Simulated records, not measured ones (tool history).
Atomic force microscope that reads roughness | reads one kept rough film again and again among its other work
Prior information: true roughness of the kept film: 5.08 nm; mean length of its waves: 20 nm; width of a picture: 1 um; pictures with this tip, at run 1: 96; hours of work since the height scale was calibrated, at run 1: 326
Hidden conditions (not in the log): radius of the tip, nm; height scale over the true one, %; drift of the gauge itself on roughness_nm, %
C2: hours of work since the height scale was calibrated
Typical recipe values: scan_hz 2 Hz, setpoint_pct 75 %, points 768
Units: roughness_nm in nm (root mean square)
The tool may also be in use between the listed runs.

{"run": 1, "day": 0.0, "scan_hz": 2, "setpoint_pct": 75, "points": 768, "pictures with this tip": 96, "C2": 326, "roughness_nm": 3.592}
{"day": 0.208, "done": "new tip fitted"}
{"run": 2, "day": 2.708, "scan_hz": 2, "setpoint_pct": 75, "points": 768, "pictures with this tip": 70, "C2": 360, "roughness_nm": 3.611}
{"day": 4.012, "done": "new tip fitted"}
{"run": 3, "day": 4.721, "scan_hz": 2, "setpoint_pct": 75, "points": 768, "pictures with this tip": 20, "C2": 385, "roughness_nm": 3.614}
{"run": 4, "day": 7.067, "scan_hz": 2, "setpoint_pct": 75, "points": 768, "pictures with this tip": 86, "C2": 415, "roughness_nm": 3.611}
{"day": 7.746, "done": "new tip fitted"}
{"run": 5, "day": 9.596, "scan_hz": 2, "setpoint_pct": 75, "points": 768, "pictures with this tip": 53, "C2": 447, "roughness_nm": 3.637}
{"run": 6, "day": 10.742, "scan_hz": 2, "setpoint_pct": 75, "points": 768, "pictures with this tip": 85, "C2": 461, "roughness_nm": 3.61}
{"day": 11.442, "done": "new tip fitted"}
{"run": 7, "day": 12.354, "scan_hz": 2, "setpoint_pct": 75, "points": 768, "pictures with this tip": 26, "C2": 481, "roughness_nm": 3.624}
{"run": 8, "day": 13.625, "scan_hz": 2, "setpoint_pct": 75, "points": 768, "pictures with this tip": 62, "C2": 497, "roughness_nm": 3.572}
{"day": 15.133, "done": "new tip fitted"}
{"run": 9, "day": 16.25, "scan_hz": 2, "setpoint_pct": 75, "points": 768, "pictures with this tip": 32, "C2": 530, "roughness_nm": 3.643}
{"run": 10, "day": 18.446, "scan_hz": 2, "setpoint_pct": 75, "points": 768, "pictures with this tip": 94, "C2": 558, "roughness_nm": 3.604}
{"day": 18.817, "done": "new tip fitted"}
{"run": 11, "day": 20.908, "scan_hz": 2, "setpoint_pct": 75, "points": 768, "pictures with this tip": 59, "C2": 588, "roughness_nm": 3.582}
{"day": 22.558, "done": "new tip fitted"}
{"run": 12, "day": 23.496, "scan_hz": 2, "setpoint_pct": 75, "points": 768, "pictures with this tip": 26, "C2": 621, "roughness_nm": 3.588}
{"run": 13, "day": 25.608, "scan_hz": 2, "setpoint_pct": 75, "points": 768, "pictures with this tip": 86, "C2": 647, "roughness_nm": 3.595}
{"day": 26.242, "done": "new tip fitted"}
{"run": 14, "day": 28.258, "scan_hz": 2, "setpoint_pct": 75, "points": 991, "pictures with this tip": 57, "C2": 681, "roughness_nm": 3.594}
{"day": 29.988, "done": "new tip fitted"}
{"run": 15, "day": 30.154, "scan_hz": 2, "setpoint_pct": 75, "points": 991, "pictures with this tip": 5, "C2": 704, "roughness_nm": 3.616}
{"run": 16, "day": 31.612, "scan_hz": 2, "setpoint_pct": 75, "points": 402, "pictures with this tip": 46, "C2": 723, "roughness_nm": 3.561}
{"run": 17, "day": 33.246, "scan_hz": 2, "setpoint_pct": 59, "points": 768, "pictures with this tip": 93, "C2": 743, "roughness_nm": 3.86}
{"day": 33.775, "done": "new tip fitted"}
{"run": 18, "day": 35.442, "scan_hz": 0.75, "setpoint_pct": 75, "points": 768, "pictures with this tip": 47, "C2": 770, "roughness_nm": 3.9}
{"run": 19, "day": 36.712, "scan_hz": 0.75, "setpoint_pct": 75, "points": 768, "pictures with this tip": 83, "C2": 787, "roughness_nm": 3.848}
{"day": 37.5, "done": "new tip fitted"}
{"run": 20, "day": 38.583, "scan_hz": 2, "setpoint_pct": 68, "points": 768, "pictures with this tip": 30, "C2": 810, "roughness_nm": 3.733}
{"day": 41.167, "done": "new tip fitted"}
{"run": 21, "day": 41.262, "scan_hz": 2, "setpoint_pct": 68, "points": 768, "pictures with this tip": 3, "C2": 843, "roughness_nm": 3.767}
{"run": 22, "day": 43.308, "scan_hz": 2, "setpoint_pct": 68, "points": 768, "pictures with this tip": 61, "C2": 869, "roughness_nm": 3.728}
{"day": 44.788, "done": "new tip fitted"}
{"run": 23, "day": 44.788, "scan_hz": 2, "setpoint_pct": 68, "points": 768, "pictures with this tip": 0, "C2": 888, "roughness_nm": 3.777}
{"run": 24, "day": 47.012, "scan_hz": 2.52, "setpoint_pct": 88, "points": 977, "pictures with this tip": 63, "C2": 916, "roughness_nm": 3.161}
{"day": 48.512, "done": "new tip fitted"}
{"run": 25, "day": 48.588, "scan_hz": 2.52, "setpoint_pct": 88, "points": 977, "pictures with this tip": 2, "C2": 935, "roughness_nm": 3.148}
{"run": 26, "day": 50.433, "scan_hz": 2.42, "setpoint_pct": 58, "points": 703, "pictures with this tip": 54, "C2": 958, "roughness_nm": 3.847}
{"run": 27, "day": 51.542, "scan_hz": 1.86, "setpoint_pct": 75, "points": 301, "pictures with this tip": 86, "C2": 972, "roughness_nm": 3.558}
{"day": 52.125, "done": "new tip fitted"}
{"run": 28, "day": 53.042, "scan_hz": 1.86, "setpoint_pct": 75, "points": 768, "pictures with this tip": 26, "C2": 991, "roughness_nm": 3.647}
{"run": 29, "day": 54.254, "scan_hz": 1.86, "setpoint_pct": 75, "points": 768, "pictures with this tip": 61, "C2": 1006, "roughness_nm": 3.625}
{"day": 55.754, "done": "new tip fitted"}
{"run": 30, "day": 55.933, "scan_hz": 0.79, "setpoint_pct": 75, "points": 388, "pictures with this tip": 5, "C2": 1027, "roughness_nm": 3.807}
{"run": 31, "day": 57.096, "scan_hz": 3.76, "setpoint_pct": 75, "points": 485, "pictures with this tip": 38, "C2": 1042, "roughness_nm": 3.293}
{"run": 32, "day": 58.758, "scan_hz": 3.76, "setpoint_pct": 75, "points": 485, "pictures with this tip": 85, "C2": 1063, "roughness_nm": 3.275}
{"day": 59.429, "done": "new tip fitted"}
{"run": 33, "day": 61.358, "scan_hz": 3.76, "setpoint_pct": 75, "points": 485, "pictures with this tip": 54, "C2": 1095, "roughness_nm": 3.274}
{"day": 63.054, "done": "new tip fitted"}
{"run": 34, "day": 63.933, "scan_hz": 3.76, "setpoint_pct": 75, "points": 485, "pictures with this tip": 25, "C2": 1128, "roughness_nm": 3.282}
{"run": 35, "day": 65.571, "scan_hz": 3.76, "setpoint_pct": 75, "points": 485, "pictures with this tip": 71, "C2": 1148, "roughness_nm": 3.306}
{"day": 66.654, "done": "new tip fitted"}
{"run": 36, "day": 68.292, "scan_hz": 3.76, "setpoint_pct": 75, "points": 485, "pictures with this tip": 46, "C2": 1182, "roughness_nm": 3.27}
{"day": 70.329, "done": "new tip fitted"}
{"run": 37, "day": 70.829, "scan_hz": 3.8, "setpoint_pct": 67, "points": 485, "pictures with this tip": 14, "C2": 1214, "roughness_nm": 3.487}
{"run": 38, "day": 72.154, "scan_hz": 2, "setpoint_pct": 60, "points": 768, "pictures with this tip": 51, "C2": 1231, "roughness_nm": 3.833}
{"day": 73.95, "done": "new tip fitted"}
{"run": 39, "day": 74.154, "scan_hz": 3.89, "setpoint_pct": 80, "points": 694, "pictures with this tip": 5, "C2": 1256, "roughness_nm": 3.112}
{"run": 40, "day": 76.408, "scan_hz": 3.37, "setpoint_pct": 80, "points": 848, "pictures with this tip": 69, "C2": 1284, "roughness_nm": 3.214}
{"day": 77.617, "done": "new tip fitted"}
{"run": 41, "day": 78.321, "scan_hz": 1.7, "setpoint_pct": 89, "points": 451, "pictures with this tip": 20, "C2": 1308, "roughness_nm": 3.322}
{"run": 42, "day": 79.421, "scan_hz": 3.08, "setpoint_pct": 89, "points": 273, "pictures with this tip": 51, "C2": 1322, "roughness_nm": 2.88}
{"run": 43, "day": 80.662, "scan_hz": 2.54, "setpoint_pct": 76, "points": 339, "pictures with this tip": 87, "C2": 1337, "roughness_nm": 3.419}
{"day": 81.254, "done": "new tip fitted"}
{"run": 44, "day": 82.767, "scan_hz": 2.54, "setpoint_pct": 76, "points": 339, "pictures with this tip": 42, "C2": 1364, "roughness_nm": 3.429}

Consider 4 possible next runs. They are alternatives, not a sequence: every one starts from the tool as it was left by run 44. What does each give?
{"run": "A", "day": 84.538, "scan_hz": 2.84, "setpoint_pct": 82, "points": 339, "pictures with this tip": 92, "C2": 1386, "roughness_nm": "?"}
{"run": "B", "day": 84.538, "scan_hz": 0.89, "setpoint_pct": 70, "points": 385, "pictures with this tip": 92, "C2": 1386, "roughness_nm": "?"}
{"run": "C", "day": 84.538, "scan_hz": 1.14, "setpoint_pct": 68, "points": 862, "pictures with this tip": 92, "C2": 1386, "roughness_nm": "?"}
{"run": "D", "day": 84.538, "scan_hz": 1.26, "setpoint_pct": 74, "points": 719, "pictures with this tip": 92, "C2": 1386, "roughness_nm": "?"}

run=A roughness_nm=3.238
run=B roughness_nm=3.865
run=C roughness_nm=3.882
run=D roughness_nm=3.742
With the hidden condition removed and each run's random variation left untouched, the same runs would have given:
run=A roughness_nm=3.255
run=B roughness_nm=3.885
run=C roughness_nm=3.902
run=D roughness_nm=3.762
